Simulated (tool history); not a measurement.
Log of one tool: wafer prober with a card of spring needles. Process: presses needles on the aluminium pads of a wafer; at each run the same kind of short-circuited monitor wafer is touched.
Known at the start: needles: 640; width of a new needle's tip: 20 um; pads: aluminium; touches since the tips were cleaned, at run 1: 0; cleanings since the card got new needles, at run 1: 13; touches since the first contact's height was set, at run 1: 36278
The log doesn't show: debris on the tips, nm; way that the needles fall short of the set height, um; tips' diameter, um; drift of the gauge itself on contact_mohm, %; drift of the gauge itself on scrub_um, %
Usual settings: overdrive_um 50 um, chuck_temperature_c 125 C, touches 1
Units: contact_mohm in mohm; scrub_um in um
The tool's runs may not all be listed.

run	hour	overdrive_um	chuck_temperature_c	touches	touches since the tips were cleaned	cleanings since the card got new needles	touches since the first contact's height was set	contact_mohm	scrub_um
1	0.0	50	125	1	0	13	36278	209	8.86
2	9.8	50	125	1	1771	13	38049	209	8.87
3	25.4	50	125	1	4597	13	40875	206	8.85
4	42.8	50	125	1	7733	13	44011	206	8.86
# hour 44.8: tips cleaned on abrasive film
5	53.8	50	125	1	1629	14	45990	212	8.90
6	71.2	50	125	1	4772	14	49133	206	8.86
7	85.3	50	125	1	7307	14	51668	206	8.86
# hour 89.8: tips cleaned on abrasive film
8	102.1	50	125	1	2221	15	54685	208	8.88
9	111.1	50	125	1	3855	15	56319	209	8.86
10	127.9	50	125	1	6884	15	59348	209	8.86
# hour 136.4: tips cleaned on abrasive film
11	148.1	50	125	1	2106	16	62983	211	8.86
12	160.5	50	125	1	4339	16	65216	210	8.89
13	177.3	50	125	2	7383	16	68260	208	8.88
# hour 182.2: tips cleaned on abrasive film
14	197.9	50	125	2	2843	17	71966	206	8.86
15	218.2	50	125	2	6505	17	75628	207	8.87
# hour 227.5: tips cleaned on abrasive film
16	227.5	44	109	1	0	18	77303	209	7.77
17	247.6	44	109	1	3622	18	80925	209	7.81
18	268.2	50	63	2	7354	18	84657	193	8.89
# hour 273.1: tips cleaned on abrasive film
# hour 278.0: height of the first contact set anew
19	279.4	48	63	2	1088	19	257	193	8.52
20	300.4	48	63	2	4878	19	4047	196	8.56
21	313.5	31	63	1	7252	19	6421	209	5.49
# hour 318.2: tips cleaned on abrasive film
22	327.4	36	63	1	1652	20	8913	200	6.38
23	338.6	36	63	1	3680	20	10941	204	6.35
24	358.8	59	55	3	7324	20	14585	188	10.45
# hour 363.9: tips cleaned on abrasive film
25	378.8	35	55	2	2692	21	18180	198	6.22
26	395.1	50	37	2	5642	21	21130	189	8.86
# hour 409.2: tips cleaned on abrasive film
27	409.8	69	48	1	115	22	23767	186	12.25
28	426.3	69	48	1	3104	22	26756	183	12.25
29	444.4	50	30	3	6371	22	30023	189	8.88
# hour 454.8: tips cleaned on abrasive film
30	459.5	50	30	3	860	23	32739	184	8.85

How the hidden state differs across the entries between the runs, from the last listed run before each to the first after it:
Between runs 4 and 5: tips cleaned on abrasive film (hour 44.8)
  debris on the tips, nm: 0.2 -> 0.1
Between runs 7 and 8: tips cleaned on abrasive film (hour 89.8)
  debris on the tips, nm: 0.2 -> 0.1
Between runs 10 and 11: tips cleaned on abrasive film (hour 136.4)
  debris on the tips, nm: 0.2 -> 0.1
Between runs 13 and 14: tips cleaned on abrasive film (hour 182.2)
  debris on the tips, nm: 0.2 -> 0.1
Between runs 15 and 16: tips cleaned on abrasive film (hour 227.5)
  debris on the tips, nm: 0.2 -> 0
Between runs 18 and 19: tips cleaned on abrasive film (hour 273.1); height of the first contact set anew (hour 278.0)
  debris on the tips, nm: 0.2 -> 0.1
Between runs 21 and 22: tips cleaned on abrasive film (hour 318.2)
  debris on the tips, nm: 0.2 -> 0.1
Between runs 24 and 25: tips cleaned on abrasive film (hour 363.9)
  debris on the tips, nm: 0.2 -> 0.1
Between runs 26 and 27: tips cleaned on abrasive film (hour 409.2)
  debris on the tips, nm: 0.2 -> 0
Between runs 29 and 30: tips cleaned on abrasive film (hour 454.8)
  debris on the tips, nm: 0.2 -> 0.1

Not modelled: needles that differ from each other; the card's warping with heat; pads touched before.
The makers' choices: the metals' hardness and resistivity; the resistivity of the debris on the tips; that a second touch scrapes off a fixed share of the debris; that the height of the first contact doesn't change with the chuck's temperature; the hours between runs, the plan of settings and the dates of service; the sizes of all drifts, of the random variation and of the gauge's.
